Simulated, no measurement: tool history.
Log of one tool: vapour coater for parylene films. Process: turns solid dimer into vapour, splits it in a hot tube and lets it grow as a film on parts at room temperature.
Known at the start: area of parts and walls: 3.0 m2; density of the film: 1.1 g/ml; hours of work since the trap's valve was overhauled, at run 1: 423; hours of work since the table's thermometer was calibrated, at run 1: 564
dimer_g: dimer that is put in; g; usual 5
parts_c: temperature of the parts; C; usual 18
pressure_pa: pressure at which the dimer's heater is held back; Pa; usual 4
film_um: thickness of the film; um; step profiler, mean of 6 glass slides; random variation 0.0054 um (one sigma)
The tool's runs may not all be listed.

run   hour  dimer_g  parts_c  pressure_pa  hours of work since the trap's valve was overhauled  hours of work since the table's thermometer was calibrated  film_um
  1      0        5       18            4                                                  423                                                         564      1.1
  2   21.5        5       18            4                                                  442                                                         583    1.105
  3   58.4        5       18            4                                                  475                                                         616     1.09
  4  104.7        5       18            4                                                  515                                                         657    1.099
  5  125.2        5       18            4                                                  534                                                         675    1.095
     148.5  -- trap's valve overhauled
  6  165.2        3       17         3.11                                                   15                                                         707    0.697
  7  207.5        6       18         4.18                                                   52                                                         744    1.322
  8  248.2        4       18        11.15                                                   88                                                         780    0.837
  9  270.4        4       13            4                                                  107                                                         799    1.091
 10  305.7        4       17         2.74                                                  139                                                         830     0.95

Hidden state or all else? Some run-to-run changes of film_um, split into what the settings, what came in and random variation would give without the hidden state, and what is left for the hidden state (with any gauge scatter that isn't in both results):
The hidden state here: vapour lost through the trap's worn valve, %; true temperature of the parts over the reading, C; drift of the gauge itself on film_um, %.
Run 6 -> 7: dimer_g 3 -> 6, parts_c 17 -> 18, pressure_pa 3.11 -> 4.18. film_um +0.625 um: hidden state +0.004, all else +0.621.
